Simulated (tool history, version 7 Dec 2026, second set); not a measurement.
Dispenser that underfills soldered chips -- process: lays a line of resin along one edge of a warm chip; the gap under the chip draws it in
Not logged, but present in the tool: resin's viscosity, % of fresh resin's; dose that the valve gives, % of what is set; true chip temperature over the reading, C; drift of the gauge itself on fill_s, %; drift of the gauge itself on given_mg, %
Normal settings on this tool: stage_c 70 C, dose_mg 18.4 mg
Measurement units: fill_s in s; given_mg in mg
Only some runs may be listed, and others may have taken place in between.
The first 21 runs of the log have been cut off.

run	hour	stage_c	dose_mg	hours of work since the syringe was changed	hours of work since the valve was cleaned	hours of work since the stage was calibrated	fill_s	given_mg
22	75.8	62	17.2	7	9	147	711.4	17.06
23	79.1	63	19.6	9	12	149	735.2	19.47
# hour 82: new syringe of resin
24	83	81	17.5	1	14	152	280.3	17.43
25	85.5	81	17.5	2	16	153	308.1	17.38
26	88.1	81	17.5	4	17	155	326.2	17.19
27	91.1	64	16.3	6	19	157	659.4	15.98
28	95.9	64	16.3	9	23	160	758.8	15.99
# hour 98.5: new syringe of resin
29	100.5	61	21.1	1	26	163	537	20.87
30	103.7	61	21.1	4	28	165	603.5	20.85
31	107.1	83	19.5	6	30	168	314.2	19.19
32	109.3	83	21.4	7	31	169	339.6	21.1
33	113.6	67	17.2	10	34	172	693.8	16.95
# hour 115: new syringe of resin
34	117.1	67	17.2	1	36	174	460.6	16.84
35	119.1	67	17.2	3	38	176	494.6	16.81
36	123.3	67	17.2	6	41	178	570.4	16.93

Forecast each of these 4 alternatives for the next run:
A	126.4	75	19.1	8	43	180	?	?
B	126.4	67	23.2	8	43	180	?	?
C	126.4	70	20	8	43	180	?	?
D	126.4	82	17.9	8	43	180	?	?

run	fill_s	given_mg
A	464	18.69
B	592.4	22.66
C	544.2	19.48
D	384	17.43
Stripped of hidden state, with their random variation kept, the same runs would have yielded:
run	fill_s	given_mg
A	307.2	19.11
B	392.6	23.17
C	360.1	19.92
D	254.3	17.82
